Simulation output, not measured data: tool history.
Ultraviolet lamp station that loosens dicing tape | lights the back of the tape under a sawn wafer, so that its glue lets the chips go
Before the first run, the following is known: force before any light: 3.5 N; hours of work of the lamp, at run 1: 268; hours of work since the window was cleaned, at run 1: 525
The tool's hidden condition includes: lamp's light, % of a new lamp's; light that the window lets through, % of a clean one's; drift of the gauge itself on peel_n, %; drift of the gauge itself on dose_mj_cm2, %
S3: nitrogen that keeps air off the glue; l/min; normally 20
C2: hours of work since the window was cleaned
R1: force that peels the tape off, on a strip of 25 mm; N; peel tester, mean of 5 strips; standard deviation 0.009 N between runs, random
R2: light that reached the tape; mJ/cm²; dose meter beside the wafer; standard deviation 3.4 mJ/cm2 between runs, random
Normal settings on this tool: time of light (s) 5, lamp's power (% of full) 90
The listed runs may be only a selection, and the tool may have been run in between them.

Run 1, hour 0.0: usual settings; hours of work of the lamp 268; C2 525. Result: R1 0.517 N, R2 448 mJ/cm².
Run 2, hour 41.8: usual settings; hours of work of the lamp 301; C2 558. Result: R1 0.550 N, R2 435 mJ/cm².
Run 3, hour 81.6: usual settings; hours of work of the lamp 333; C2 590. Result: R1 0.534 N, R2 424 mJ/cm².
Run 4, hour 120.5: usual settings; hours of work of the lamp 364; C2 621. Result: R1 0.550 N, R2 418 mJ/cm².
At hour 150.2: window cleaned of glue's vapour.
Run 5, hour 158.9: usual settings; hours of work of the lamp 394; C2 7. Result: R1 0.616 N, R2 394 mJ/cm².
Run 6, hour 186.7: usual settings; hours of work of the lamp 416; C2 29. Result: R1 0.620 N, R2 386 mJ/cm².
Run 7, hour 224.2: usual settings but time of light (s) 7; hours of work of the lamp 445; C2 59. Result: R1 0.379 N, R2 530 mJ/cm².
Run 8, hour 260.5: usual settings but time of light (s) 7; hours of work of the lamp 474; C2 87. Result: R1 0.404 N, R2 525 mJ/cm².
Run 9, hour 292.2: usual settings but time of light (s) 3; hours of work of the lamp 499; C2 112. Result: R1 1.317 N, R2 222 mJ/cm².
At hour 297.9: window cleaned of glue's vapour, once more.
Run 10, hour 332.8: usual settings but lamp's power (% of full) 92, S3 13 l/min; hours of work of the lamp 531; C2 28. Result: R1 0.609 N, R2 453 mJ/cm².
Run 11, hour 358.9: usual settings but time of light (s) 2, S3 6 l/min; hours of work of the lamp 551; C2 48. Result: R1 2.020 N, R2 174 mJ/cm².
Run 12, hour 385.4: usual settings but time of light (s) 2, S3 6 l/min; hours of work of the lamp 572; C2 69. Result: R1 1.983 N, R2 172 mJ/cm².
Run 13, hour 424.8: usual settings but time of light (s) 4; hours of work of the lamp 604; C2 100. Result: R1 0.737 N, R2 334 mJ/cm².
Run 14, hour 445.4: usual settings but lamp's power (% of full) 62; hours of work of the lamp 620; C2 117. Result: R1 0.945 N, R2 290 mJ/cm².
Run 15, hour 474.6: usual settings but lamp's power (% of full) 62; hours of work of the lamp 643; C2 140. Result: R1 0.929 N, R2 284 mJ/cm².
Run 16, hour 497.6: usual settings but lamp's power (% of full) 62; hours of work of the lamp 661; C2 158. Result: R1 0.946 N, R2 285 mJ/cm².
Run 17, hour 540.0: usual settings but time of light (s) 7, lamp's power (% of full) 62, S3 37 l/min; hours of work of the lamp 695; C2 192. Result: R1 0.511 N, R2 387 mJ/cm².
Run 18, hour 581.2: usual settings but time of light (s) 7, S3 7 l/min; hours of work of the lamp 727; C2 224. Result: R1 0.627 N, R2 545 mJ/cm².

Here are 4 independent what-if runs from the current tool condition. What would each one return?
Run A, hour 618.1: usual settings but time of light (s) 4, lamp's power (% of full) 85, S3 31 l/min; hours of work of the lamp 757; C2 253. Result: R1 ?, R2 ?.
Run B, hour 618.1: usual settings but time of light (s) 4, lamp's power (% of full) 61; hours of work of the lamp 757; C2 253. Result: R1 ?, R2 ?.
Run C, hour 618.1: usual settings but lamp's power (% of full) 65, S3 35 l/min; hours of work of the lamp 757; C2 253. Result: R1 ?, R2 ?.
Run D, hour 618.1: usual settings but time of light (s) 10, lamp's power (% of full) 93, S3 28 l/min; hours of work of the lamp 757; C2 253. Result: R1 ?, R2 ?.

run     R1   R2
  A  0.788  297
  B  1.300  213
  C  0.817  275
  D  0.200  800
Had the tool no hidden state, the same runs would have come out as:
run     R1    R2
  A  0.485   415
  B  0.899   297
  C  0.504   387
  D  0.170  1123
